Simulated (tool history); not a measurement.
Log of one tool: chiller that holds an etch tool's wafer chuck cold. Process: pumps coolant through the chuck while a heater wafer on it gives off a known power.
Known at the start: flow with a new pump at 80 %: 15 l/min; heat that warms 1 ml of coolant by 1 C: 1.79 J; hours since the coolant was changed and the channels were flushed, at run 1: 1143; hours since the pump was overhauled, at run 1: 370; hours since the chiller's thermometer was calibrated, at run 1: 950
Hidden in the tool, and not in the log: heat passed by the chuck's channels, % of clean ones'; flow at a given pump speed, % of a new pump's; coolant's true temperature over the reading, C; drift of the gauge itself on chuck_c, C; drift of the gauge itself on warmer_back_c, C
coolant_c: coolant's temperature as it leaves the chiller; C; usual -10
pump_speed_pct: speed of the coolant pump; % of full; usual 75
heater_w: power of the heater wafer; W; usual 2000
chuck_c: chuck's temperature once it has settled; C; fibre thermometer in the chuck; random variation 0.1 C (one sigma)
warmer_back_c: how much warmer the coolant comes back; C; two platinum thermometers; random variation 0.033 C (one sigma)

run    hour  coolant_c  pump_speed_pct  heater_w  hours since the coolant was changed and the channels were flushed  hours since the pump was overhauled  hours since the chiller's thermometer was calibrated  chuck_c  warmer_back_c
  1       0        -10              75      2000                                                               1143                                  370                                                   950        8           4.85
  2    50.2        -10              75      2000                                                               1194                                  420                                                  1000      8.1           4.77
  3    91.3        -13              75      2000                                                               1235                                  461                                                  1041      4.8           4.79
  4   127.7          0              75      2000                                                               1271                                  497                                                  1078     18.1           4.87
  5   183.1        -10              75      2000                                                               1326                                  553                                                  1133        8           4.85
  6   234.6        -10              75      2000                                                               1378                                  604                                                  1185      7.9            4.8
  7   290.1        -10              75      2000                                                               1433                                  660                                                  1240      8.1           4.85
  8   351.4        -10              75      1235                                                               1495                                  721                                                  1301      1.3           3.02
  9   414.7        -10              75      1235                                                               1558                                  784                                                  1365      1.3           3.04
 10   470.6        -10              75      1235                                                               1614                                  840                                                  1421      1.2           3.03
 11   539.7         -3              75      1235                                                               1683                                  909                                                  1490      8.4           3.04
 12   596.8         -3              75      1235                                                               1740                                  967                                                  1547      8.3           3.03
 13   634.9         -9              75      2000                                                               1778                                 1005                                                  1585      9.4           4.85
 14   686.4         -9              75      2000                                                               1830                                 1056                                                  1636      9.3           4.89
 15   732.2         -9              75      2000                                                               1876                                 1102                                                  1682      9.3           4.87
 16     796        -15              75      2000                                                               1939                                 1166                                                  1746      3.4           4.87
 17   844.3        -10              75      2421                                                               1988                                 1214                                                  1794     12.3           5.95
 18   899.4        -10              75      2421                                                               2043                                 1269                                                  1849     12.3           5.96
 19   929.8        -20              68      2009                                                               2073                                 1300                                                  1880      0.2            5.4
 20   992.6         -3              75      2254                                                               2136                                 1362                                                  1943     17.9           5.57
 21    1022         -3              89      2254                                                               2165                                 1392                                                  1972     15.1           4.66
 22  1068.4        -18              75      2000                                                               2212                                 1438                                                  2018      0.5           4.89
 23  1099.8         -8              74      1626                                                               2243                                 1470                                                  2050      7.4           4.12
 24  1167.7         -3              93      2000                                                               2311                                 1537                                                  2118     12.5              4
 25    1234        -10              80      2496                                                               2377                                 1604                                                  2184     12.3           5.85
 26  1268.7        -15              71      1916                                                               2412                                 1638                                                  2219      3.7              5
 27  1303.3        -15              71      1916                                                               2447                                 1673                                                  2253      3.8           5.03
 28  1342.2         -1              83      1080                                                               2486                                 1712                                                  2292      8.4           2.47
 29  1398.7         -3              77      1883                                                               2542                                 1768                                                  2349     14.1           4.56
 30  1436.8        -10              72      1142                                                               2580                                 1807                                                  2387      1.1            2.9
 31  1493.3        -19              84      1528                                                               2637                                 1863                                                  2443     -5.9           3.38

3 ways to go on from here, each from the tool as it stands after run 31. What would each give?
  A  1539.3        -12              75      2000                                                               2683                                 1909                                                  2489        ?              ?
  B  1539.3        -15              71      1174                                                               2683                                 1909                                                  2489        ?              ?
  C  1539.3        -19              76      1586                                                               2683                                 1909                                                  2489        ?              ?

run  chuck_c  warmer_back_c
  A      7.1              5
  B     -3.3           3.06
  C     -4.1           3.91
Without the tool's hidden state the same runs would have given:
run  chuck_c  warmer_back_c
  A      5.3            4.8
  B     -4.3           2.94
  C     -5.5           3.75
